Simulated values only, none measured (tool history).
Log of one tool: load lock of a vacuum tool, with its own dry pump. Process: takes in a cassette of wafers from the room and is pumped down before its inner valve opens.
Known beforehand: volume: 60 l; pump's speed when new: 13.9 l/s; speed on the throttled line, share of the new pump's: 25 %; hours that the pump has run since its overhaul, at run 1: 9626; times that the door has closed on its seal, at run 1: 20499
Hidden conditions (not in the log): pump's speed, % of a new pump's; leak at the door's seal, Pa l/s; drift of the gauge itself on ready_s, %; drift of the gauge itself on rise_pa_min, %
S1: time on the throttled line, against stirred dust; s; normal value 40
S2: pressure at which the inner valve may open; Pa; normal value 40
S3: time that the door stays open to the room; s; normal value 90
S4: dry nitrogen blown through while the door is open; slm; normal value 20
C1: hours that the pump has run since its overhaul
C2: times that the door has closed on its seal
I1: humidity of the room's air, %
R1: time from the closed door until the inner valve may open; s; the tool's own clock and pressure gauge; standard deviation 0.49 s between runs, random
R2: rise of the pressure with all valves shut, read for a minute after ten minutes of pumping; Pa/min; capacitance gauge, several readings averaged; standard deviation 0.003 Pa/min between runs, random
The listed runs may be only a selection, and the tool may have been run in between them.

run 1 hour=0.0 | S1=40 S2=40 S3=90 S4=20 | C1=9626 C2=20499 | I1=47.4 | R1=66.9 R2=0.265
run 2 hour=262.9 | S1=38 S2=40 S3=90 S4=20 | C1=9889 C2=20976 | I1=43.3 | R1=66.2 R2=0.269
run 3 hour=524.5 | S1=40 S2=40 S3=90 S4=20 | C1=10151 C2=21451 | I1=49.3 | R1=67.0 R2=0.278
run 4 hour=884.5 | S1=40 S2=44 S3=90 S4=20 | C1=10511 C2=22104 | I1=44.4 | R1=67.1 R2=0.299
run 5 hour=1065.5 | S1=52 S2=40 S3=90 S4=20 | C1=10692 C2=22433 | I1=43.4 | R1=75.7 R2=0.304
run 6 hour=1250.0 | S1=52 S2=28 S3=90 S4=20 | C1=10876 C2=22768 | I1=46.1 | R1=77.7 R2=0.310
run 7 hour=1457.0 | S1=52 S2=66 S3=90 S4=20 | C1=11083 C2=23143 | I1=43.9 | R1=74.2 R2=0.323
run 8 hour=1838.8 | S1=40 S2=40 S3=90 S4=20 | C1=11465 C2=23836 | I1=45.5 | R1=67.8 R2=0.344
run 9 hour=2052.3 | S1=40 S2=40 S3=90 S4=20 | C1=11678 C2=24223 | I1=46.3 | R1=68.2 R2=0.350
run 10 hour=2353.9 | S1=40 S2=40 S3=90 S4=20 | C1=11980 C2=24771 | I1=43.1 | R1=68.3 R2=0.363
run 11 hour=2803.0 | S1=40 S2=40 S3=90 S4=20 | C1=12429 C2=25585 | I1=47.2 | R1=67.8 R2=0.368
run 12 hour=3110.7 | S1=40 S2=40 S3=90 S4=20 | C1=12737 C2=26144 | I1=45.4 | R1=69.1 R2=0.392
run 13 hour=3448.5 | S1=40 S2=40 S3=90 S4=20 | C1=13074 C2=26757 | I1=44.4 | R1=69.0 R2=0.398
run 14 hour=3845.6 | S1=40 S2=40 S3=90 S4=20 | C1=13472 C2=27477 | I1=44.8 | R1=68.7 R2=0.406
run 15 hour=4216.9 | S1=40 S2=57 S3=90 S4=20 | C1=13843 C2=28151 | I1=46.1 | R1=67.2 R2=0.433
run 16 hour=4456.1 | S1=40 S2=57 S3=90 S4=20 | C1=14082 C2=28585 | I1=45.9 | R1=67.0 R2=0.442
run 17 hour=4689.7 | S1=40 S2=57 S3=90 S4=20 | C1=14316 C2=29009 | I1=45.8 | R1=67.2 R2=0.449
run 18 hour=5091.0 | S1=40 S2=57 S3=90 S4=20 | C1=14717 C2=29737 | I1=47.7 | R1=67.1 R2=0.475
run 19 hour=5379.8 | S1=40 S2=40 S3=90 S4=20 | C1=15006 C2=30261 | I1=45.0 | R1=68.4 R2=0.493
run 20 hour=5713.6 | S1=40 S2=31 S3=209 S4=20 | C1=15340 C2=30867 | I1=47.7 | R1=69.8 R2=0.532
run 21 hour=6127.8 | S1=40 S2=46 S3=90 S4=7 | C1=15754 C2=31618 | I1=47.1 | R1=68.2 R2=0.546
-- hour=6430.5 door's seal changed, seat wiped
run 22 hour=6554.3 | S1=40 S2=77 S3=90 S4=5 | C1=16179 C2=225 | I1=46.4 | R1=65.6 R2=0.056
run 23 hour=6800.3 | S1=40 S2=77 S3=90 S4=5 | C1=16425 C2=671 | I1=46.6 | R1=65.9 R2=0.056
run 24 hour=6995.7 | S1=79 S2=70 S3=27 S4=4 | C1=16620 C2=1026 | I1=48.0 | R1=93.8 R2=0.033
run 25 hour=7395.7 | S1=40 S2=34 S3=221 S4=20 | C1=17020 C2=1751 | I1=43.3 | R1=70.0 R2=0.062
run 26 hour=7822.6 | S1=40 S2=34 S3=221 S4=20 | C1=17447 C2=2526 | I1=46.4 | R1=71.5 R2=0.065
run 27 hour=8016.6 | S1=40 S2=34 S3=221 S4=20 | C1=17641 C2=2878 | I1=44.6 | R1=70.3 R2=0.060
run 28 hour=8369.3 | S1=40 S2=34 S3=221 S4=20 | C1=17994 C2=3518 | I1=45.9 | R1=71.7 R2=0.070
run 29 hour=8795.9 | S1=26 S2=60 S3=221 S4=20 | C1=18420 C2=4292 | I1=47.3 | R1=58.2 R2=0.076
run 30 hour=9242.1 | S1=26 S2=60 S3=221 S4=20 | C1=18867 C2=5102 | I1=44.6 | R1=58.6 R2=0.083
run 31 hour=9592.0 | S1=59 S2=64 S3=117 S4=11 | C1=19217 C2=5737 | I1=45.3 | R1=80.8 R2=0.085
run 32 hour=9856.7 | S1=30 S2=37 S3=90 S4=20 | C1=19481 C2=6217 | I1=45.6 | R1=64.6 R2=0.076
run 33 hour=10294.2 | S1=40 S2=40 S3=150 S4=20 | C1=19919 C2=7011 | I1=43.4 | R1=70.2 R2=0.092
run 34 hour=10663.5 | S1=40 S2=40 S3=90 S4=10 | C1=20288 C2=7681 | I1=41.8 | R1=71.6 R2=0.093
run 35 hour=10937.2 | S1=36 S2=48 S3=59 S4=5 | C1=20562 C2=8177 | I1=44.9 | R1=66.8 R2=0.105
run 36 hour=11386.0 | S1=40 S2=44 S3=33 S4=20 | C1=21011 C2=8992 | I1=43.7 | R1=71.4 R2=0.094
run 37 hour=11670.0 | S1=22 S2=35 S3=47 S4=39 | C1=21294 C2=9507 | I1=43.0 | R1=59.3 R2=0.092

Branching from run 37: 4 alternative next runs. What would each branch give?
run A hour=11952.4 | S1=72 S2=56 S3=90 S4=20 | C1=21577 C2=10020 | I1=44.3 | R1=? R2=?
run B hour=11952.4 | S1=65 S2=49 S3=47 S4=39 | C1=21577 C2=10020 | I1=48.9 | R1=? R2=?
run C hour=11952.4 | S1=25 S2=35 S3=47 S4=9 | C1=21577 C2=10020 | I1=42.2 | R1=? R2=?
run D hour=11952.4 | S1=22 S2=39 S3=43 S4=20 | C1=21577 C2=10020 | I1=46.3 | R1=? R2=?

run=A R1=92.7 R2=0.115
run=B R1=88.2 R2=0.098
run=C R1=62.1 R2=0.117
run=D R1=59.5 R2=0.104
Take away the tool's hidden state, keep each run's random variation, and the runs would have read:
run=A R1=88.1 R2=0.030
run=B R1=83.0 R2=0.016
run=C R1=53.6 R2=0.033
run=D R1=50.8 R2=0.021

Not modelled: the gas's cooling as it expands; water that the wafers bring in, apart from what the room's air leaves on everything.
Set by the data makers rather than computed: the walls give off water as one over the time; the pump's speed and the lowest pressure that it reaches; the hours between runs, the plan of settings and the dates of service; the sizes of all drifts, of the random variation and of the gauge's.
